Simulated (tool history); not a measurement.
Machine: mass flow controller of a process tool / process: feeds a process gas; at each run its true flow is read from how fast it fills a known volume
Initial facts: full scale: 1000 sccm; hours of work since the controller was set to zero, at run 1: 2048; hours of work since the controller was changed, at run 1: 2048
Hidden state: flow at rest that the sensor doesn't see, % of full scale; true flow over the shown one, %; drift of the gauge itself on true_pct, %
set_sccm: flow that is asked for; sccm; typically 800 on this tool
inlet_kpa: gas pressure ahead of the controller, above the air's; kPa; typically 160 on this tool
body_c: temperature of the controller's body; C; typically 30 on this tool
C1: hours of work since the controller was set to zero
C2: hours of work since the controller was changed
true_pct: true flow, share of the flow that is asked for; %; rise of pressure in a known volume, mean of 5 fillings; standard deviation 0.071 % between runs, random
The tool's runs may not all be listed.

Run 1, day 0.000: usual settings; C1 2048; C2 2048. Result: true_pct 100.06 %.
Run 2, day 2.750: usual settings; C1 2094; C2 2094. Result: true_pct 99.93 %.
Run 3, day 5.158: usual settings; C1 2134; C2 2134. Result: true_pct 99.98 %.
Run 4, day 9.446: usual settings; C1 2206; C2 2206. Result: true_pct 99.99 %.
Run 5, day 13.196: usual settings; C1 2269; C2 2269. Result: true_pct 100.02 %.
Run 6, day 16.612: usual settings; C1 2327; C2 2327. Result: true_pct 100.13 %.
Run 7, day 19.221: usual settings; C1 2371; C2 2371. Result: true_pct 99.93 %.
Run 8, day 22.600: usual settings; C1 2427; C2 2427. Result: true_pct 99.94 %.
Run 9, day 27.329: usual settings but inlet_kpa 145 kPa; C1 2507; C2 2507. Result: true_pct 100.16 %.
Run 10, day 30.258: usual settings; C1 2556; C2 2556. Result: true_pct 99.94 %.
Run 11, day 33.783: usual settings; C1 2615; C2 2615. Result: true_pct 99.92 %.
Run 12, day 35.883: usual settings; C1 2650; C2 2650. Result: true_pct 99.85 %.
Run 13, day 38.029: usual settings; C1 2687; C2 2687. Result: true_pct 100.05 %.
Run 14, day 40.983: usual settings but set_sccm 283 sccm; C1 2736; C2 2736. Result: true_pct 98.97 %.
Run 15, day 45.117: usual settings but set_sccm 283 sccm; C1 2806; C2 2806. Result: true_pct 98.91 %.
Run 16, day 47.242: usual settings but set_sccm 283 sccm; C1 2841; C2 2841. Result: true_pct 98.92 %.
Run 17, day 51.246: usual settings but set_sccm 588 sccm; C1 2909; C2 2909. Result: true_pct 99.40 %.
Run 18, day 55.029: usual settings but set_sccm 588 sccm; C1 2972; C2 2972. Result: true_pct 99.54 %.
Run 19, day 57.104: usual settings but set_sccm 588 sccm; C1 3007; C2 3007. Result: true_pct 99.50 %.
Run 20, day 60.692: usual settings; C1 3067; C2 3067. Result: true_pct 99.87 %.
Run 21, day 65.171: usual settings; C1 3143; C2 3143. Result: true_pct 99.72 %.
Run 22, day 69.592: usual settings; C1 3217; C2 3217. Result: true_pct 99.78 %.
Run 23, day 73.150: usual settings but inlet_kpa 151 kPa; C1 3277; C2 3277. Result: true_pct 99.99 %.
Run 24, day 77.592: usual settings but inlet_kpa 151 kPa; C1 3351; C2 3351. Result: true_pct 99.93 %.
Run 25, day 82.362: usual settings but inlet_kpa 151 kPa; C1 3431; C2 3431. Result: true_pct 99.84 %.
Run 26, day 86.854: usual settings but inlet_kpa 151 kPa; C1 3507; C2 3507. Result: true_pct 99.78 %.
Run 27, day 91.125: usual settings but set_sccm 248 sccm, inlet_kpa 165 kPa, body_c 22 C; C1 3579; C2 3579. Result: true_pct 98.22 %.
Run 28, day 94.988: usual settings but set_sccm 350 sccm; C1 3644; C2 3644. Result: true_pct 99.06 %.
Run 29, day 97.962: usual settings but set_sccm 163 sccm, inlet_kpa 242 kPa, body_c 32 C; C1 3693; C2 3693. Result: true_pct 99.33 %.
Run 30, day 103.021: usual settings but set_sccm 163 sccm, inlet_kpa 242 kPa, body_c 32 C; C1 3778; C2 3778. Result: true_pct 99.29 %.
Run 31, day 105.700: usual settings but set_sccm 363 sccm, body_c 35 C; C1 3823; C2 3823. Result: true_pct 99.39 %.
Run 32, day 108.092: usual settings but inlet_kpa 252 kPa, body_c 29 C; C1 3864; C2 3864. Result: true_pct 99.34 %.
Run 33, day 110.333: usual settings but inlet_kpa 149 kPa, body_c 32 C; C1 3901; C2 3901. Result: true_pct 100.09 %.
Run 34, day 114.396: usual settings but set_sccm 135 sccm, inlet_kpa 246 kPa; C1 3970; C2 3970. Result: true_pct 99.19 %.
Run 35, day 117.333: usual settings but set_sccm 729 sccm, inlet_kpa 246 kPa, body_c 26 C; C1 4019; C2 4019. Result: true_pct 98.89 %.
Run 36, day 121.250: usual settings but set_sccm 155 sccm, inlet_kpa 246 kPa, body_c 36 C; C1 4085; C2 4085. Result: true_pct 99.66 %.
Run 37, day 125.204: usual settings but body_c 29 C; C1 4151; C2 4151. Result: true_pct 99.66 %.
Run 38, day 130.029: usual settings but set_sccm 183 sccm, body_c 29 C; C1 4232; C2 4232. Result: true_pct 99.30 %.
Run 39, day 134.296: usual settings but set_sccm 217 sccm, body_c 38 C; C1 4304; C2 4304. Result: true_pct 99.90 %.
Run 40, day 137.742: usual settings but set_sccm 217 sccm, body_c 38 C; C1 4362; C2 4362. Result: true_pct 100.11 %.
Run 41, day 141.921: usual settings but set_sccm 217 sccm, body_c 38 C; C1 4432; C2 4432. Result: true_pct 99.96 %.
Run 42, day 145.417: usual settings but set_sccm 217 sccm, body_c 38 C; C1 4491; C2 4491. Result: true_pct 99.90 %.
Run 43, day 149.750: usual settings but set_sccm 217 sccm, body_c 38 C; C1 4564; C2 4564. Result: true_pct 99.92 %.
Run 44, day 153.104: usual settings but set_sccm 581 sccm, inlet_kpa 269 kPa, body_c 28 C; C1 4620; C2 4620. Result: true_pct 98.78 %.
Run 45, day 156.633: usual settings but set_sccm 581 sccm, inlet_kpa 269 kPa, body_c 28 C; C1 4679; C2 4679. Result: true_pct 98.61 %.
Run 46, day 160.825: usual settings but body_c 31 C; C1 4750; C2 4750. Result: true_pct 99.71 %.

4 options for the next run, each taken on its own from the tool as it stands now. Forecast them:
Run A, day 164.242: usual settings but inlet_kpa 150 kPa, body_c 31 C; C1 4807; C2 4807. Result: true_pct ?.
Run B, day 164.242: usual settings but inlet_kpa 186 kPa, body_c 27 C; C1 4807; C2 4807. Result: true_pct ?.
Run C, day 164.242: usual settings but set_sccm 616 sccm, body_c 31 C; C1 4807; C2 4807. Result: true_pct ?.
Run D, day 164.242: usual settings but set_sccm 117 sccm, body_c 28 C; C1 4807; C2 4807. Result: true_pct ?.

run  true_pct
  A     99.87
  B     99.24
  C     99.37
  D    100.07
Stripped of hidden state, with their random variation kept, the same runs would have yielded:
run  true_pct
  A    100.26
  B     99.64
  C     99.64
  D     97.99
